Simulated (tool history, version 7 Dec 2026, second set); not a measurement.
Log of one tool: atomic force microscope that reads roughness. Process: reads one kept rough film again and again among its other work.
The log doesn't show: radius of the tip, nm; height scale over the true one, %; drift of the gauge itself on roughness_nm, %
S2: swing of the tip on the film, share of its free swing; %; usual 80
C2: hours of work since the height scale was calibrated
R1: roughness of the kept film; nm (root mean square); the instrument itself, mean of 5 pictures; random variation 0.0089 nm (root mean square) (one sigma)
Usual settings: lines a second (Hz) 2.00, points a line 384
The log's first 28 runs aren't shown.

{"run": 29, "hour": 421.1, "lines a second (Hz)": 0.97, "S2": 67, "points a line": 999, "pictures with this tip": 262, "C2": 577, "R1": 1.838}
{"run": 30, "hour": 434.1, "lines a second (Hz)": 0.86, "S2": 80, "points a line": 901, "pictures with this tip": 284, "C2": 585, "R1": 1.794}
{"run": 31, "hour": 451.0, "lines a second (Hz)": 0.86, "S2": 80, "points a line": 901, "pictures with this tip": 312, "C2": 596, "R1": 1.77}
{"run": 32, "hour": 461.9, "lines a second (Hz)": 1.49, "S2": 80, "points a line": 384, "pictures with this tip": 330, "C2": 602, "R1": 1.705}
{"run": 33, "hour": 482.8, "lines a second (Hz)": 1.43, "S2": 86, "points a line": 465, "pictures with this tip": 365, "C2": 615, "R1": 1.663}
{"hour": 501.2, "done": "new tip fitted"}
{"run": 34, "hour": 502.9, "lines a second (Hz)": 1.12, "S2": 80, "points a line": 490, "pictures with this tip": 2, "C2": 627, "R1": 2.009}
{"run": 35, "hour": 516.8, "lines a second (Hz)": 1.12, "S2": 80, "points a line": 490, "pictures with this tip": 26, "C2": 635, "R1": 1.981}
{"run": 36, "hour": 536.9, "lines a second (Hz)": 1.26, "S2": 80, "points a line": 335, "pictures with this tip": 59, "C2": 648, "R1": 1.931}
{"run": 37, "hour": 546.3, "lines a second (Hz)": 1.29, "S2": 80, "points a line": 335, "pictures with this tip": 75, "C2": 653, "R1": 1.918}
{"run": 38, "hour": 555.7, "lines a second (Hz)": 1.29, "S2": 60, "points a line": 335, "pictures with this tip": 90, "C2": 659, "R1": 1.954}
{"run": 39, "hour": 568.8, "lines a second (Hz)": 0.73, "S2": 60, "points a line": 431, "pictures with this tip": 112, "C2": 667, "R1": 1.957}
{"run": 40, "hour": 579.3, "lines a second (Hz)": 2.58, "S2": 78, "points a line": 883, "pictures with this tip": 129, "C2": 674, "R1": 1.823}
{"run": 41, "hour": 597.5, "lines a second (Hz)": 2.4, "S2": 80, "points a line": 883, "pictures with this tip": 160, "C2": 685, "R1": 1.81}
{"run": 42, "hour": 614.7, "lines a second (Hz)": 1.27, "S2": 69, "points a line": 883, "pictures with this tip": 188, "C2": 695, "R1": 1.871}
{"run": 43, "hour": 624.2, "lines a second (Hz)": 1.27, "S2": 69, "points a line": 883, "pictures with this tip": 204, "C2": 701, "R1": 1.867}

4 ways to go on from here, each from the tool as it stands after run 43. What would each give?
{"run": "A", "hour": 644.8, "lines a second (Hz)": 3.34, "S2": 68, "points a line": 483, "pictures with this tip": 238, "C2": 714, "R1": "?"}
{"run": "B", "hour": 644.8, "lines a second (Hz)": 1.28, "S2": 80, "points a line": 384, "pictures with this tip": 238, "C2": 714, "R1": "?"}
{"run": "C", "hour": 644.8, "lines a second (Hz)": 0.72, "S2": 69, "points a line": 526, "pictures with this tip": 238, "C2": 714, "R1": "?"}
{"run": "D", "hour": 644.8, "lines a second (Hz)": 1.5, "S2": 56, "points a line": 384, "pictures with this tip": 238, "C2": 714, "R1": "?"}

run=A R1=1.783
run=B R1=1.800
run=C R1=1.856
run=D R1=1.848
Without the tool's hidden state the same runs would have given:
run=A R1=2.018
run=B R1=2.038
run=C R1=2.100
run=D R1=2.090
